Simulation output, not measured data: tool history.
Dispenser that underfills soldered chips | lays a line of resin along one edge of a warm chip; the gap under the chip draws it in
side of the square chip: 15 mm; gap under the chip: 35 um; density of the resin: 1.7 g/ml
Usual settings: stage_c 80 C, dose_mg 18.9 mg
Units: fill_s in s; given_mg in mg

| run | hour | stage_c | dose_mg | fill_s | given_mg |
|---|---|---|---|---|---|
| 1 | 0.0 | 80 | 18.9 | 347.6 | 18.60 |
|  | 2.9 | new syringe of resin |
| 2 | 5.4 | 80 | 18.9 | 239.6 | 18.61 |
| 3 | 10.6 | 80 | 18.9 | 282.4 | 18.58 |
| 4 | 17.2 | 80 | 23.0 | 341.4 | 22.55 |
|  | 19.1 | new syringe of resin |
| 5 | 22.1 | 80 | 23.0 | 237.1 | 22.53 |
| 6 | 28.8 | 80 | 23.0 | 290.7 | 22.26 |
| 7 | 34.4 | 80 | 23.0 | 345.4 | 22.24 |
|  | 35.2 | new syringe of resin |
| 8 | 37.8 | 80 | 23.0 | 241.8 | 22.34 |
| 9 | 42.0 | 80 | 23.0 | 277.8 | 22.16 |
| 10 | 47.8 | 80 | 23.0 | 326.6 | 22.08 |
| 11 | 50.8 | 80 | 23.0 | 362.4 | 22.16 |
|  | 51.5 | new syringe of resin |
| 12 | 57.5 | 80 | 18.9 | 282.6 | 18.12 |
| 13 | 61.5 | 73 | 18.9 | 431.2 | 18.01 |
| 14 | 65.3 | 80 | 18.9 | 354.0 | 17.98 |
|  | 67.8 | new syringe of resin |
| 15 | 69.1 | 80 | 18.2 | 237.1 | 17.39 |
| 16 | 73.5 | 80 | 18.2 | 279.5 | 17.33 |
| 17 | 77.3 | 80 | 18.2 | 308.7 | 17.39 |
| 18 | 83.4 | 80 | 18.2 | 371.6 | 17.29 |
|  | 84.0 | new syringe of resin |
| 19 | 88.2 | 80 | 18.2 | 271.6 | 17.20 |
| 20 | 91.1 | 75 | 18.1 | 362.5 | 16.87 |
| 21 | 95.0 | 73 | 24.5 | 431.2 | 22.97 |
| 22 | 98.7 | 73 | 24.5 | 484.2 | 23.09 |
|  | 100.1 | new syringe of resin |
| 23 | 103.7 | 82 | 20.0 | 236.0 | 18.64 |
| 24 | 110.3 | 66 | 18.9 | 605.4 | 17.84 |
| 25 | 113.3 | 66 | 18.9 | 664.6 | 17.55 |
|  | 116.2 | new syringe of resin |
| 26 | 117.2 | 81 | 18.9 | 230.2 | 17.74 |
| 27 | 121.2 | 81 | 18.9 | 257.3 | 17.58 |
| 28 | 127.1 | 81 | 18.9 | 313.1 | 17.57 |
| 29 | 130.0 | 69 | 18.9 | 577.4 | 17.61 |
|  | 132.5 | new syringe of resin |
| 30 | 134.7 | 86 | 17.0 | 197.4 | 15.69 |
| 31 | 139.6 | 83 | 24.2 | 243.9 | 22.55 |
| 32 | 145.9 | 93 | 23.9 | 190.7 | 21.88 |
|  | 148.8 | new syringe of resin |
| 33 | 152.8 | 93 | 23.9 | 146.6 | 21.77 |
| 34 | 158.3 | 88 | 19.5 | 223.6 | 17.82 |

Measured less the same run without the tool's hidden state. The same run-to-run variation is in both; the gauge's scatter may not be:
The hidden state here: resin's viscosity, % of fresh resin's; dose that the valve gives, % of what is set; true chip temperature over the reading, C; drift of the gauge itself on fill_s, %; drift of the gauge itself on given_mg, %.
| run | fill_s | given_mg |
|---|---|---|
| 1 | +125.8 | -0.33 |
| 2 | +22.5 | -0.37 |
| 3 | +64.5 | -0.43 |
| 4 | +126.0 | -0.58 |
| 5 | +23.9 | -0.63 |
| 6 | +77.9 | -0.69 |
| 7 | +132.9 | -0.76 |
| 8 | +28.0 | -0.79 |
| 9 | +61.7 | -0.83 |
| 10 | +114.6 | -0.89 |
| 11 | +147.9 | -0.92 |
| 12 | +59.4 | -0.81 |
| 13 | +130.9 | -0.84 |
| 14 | +134.7 | -0.86 |
| 15 | +19.7 | -0.86 |
| 16 | +55.6 | -0.89 |
| 17 | +89.1 | -0.93 |
| 18 | +152.3 | -0.97 |
| 19 | +49.8 | -1.01 |
| 20 | +92.3 | -1.01 |
| 21 | +142.8 | -1.42 |
| 22 | +195.3 | -1.47 |
| 23 | +35.1 | -1.24 |
| 24 | +188.0 | -1.23 |
| 25 | +246.8 | -1.25 |
| 26 | +20.5 | -1.29 |
| 27 | +50.4 | -1.32 |
| 28 | +103.1 | -1.36 |
| 29 | +224.9 | -1.39 |
| 30 | +23.1 | -1.28 |
| 31 | +54.4 | -1.89 |
| 32 | +68.8 | -1.90 |
| 33 | +23.4 | -1.97 |
| 34 | +67.2 | -1.66 |

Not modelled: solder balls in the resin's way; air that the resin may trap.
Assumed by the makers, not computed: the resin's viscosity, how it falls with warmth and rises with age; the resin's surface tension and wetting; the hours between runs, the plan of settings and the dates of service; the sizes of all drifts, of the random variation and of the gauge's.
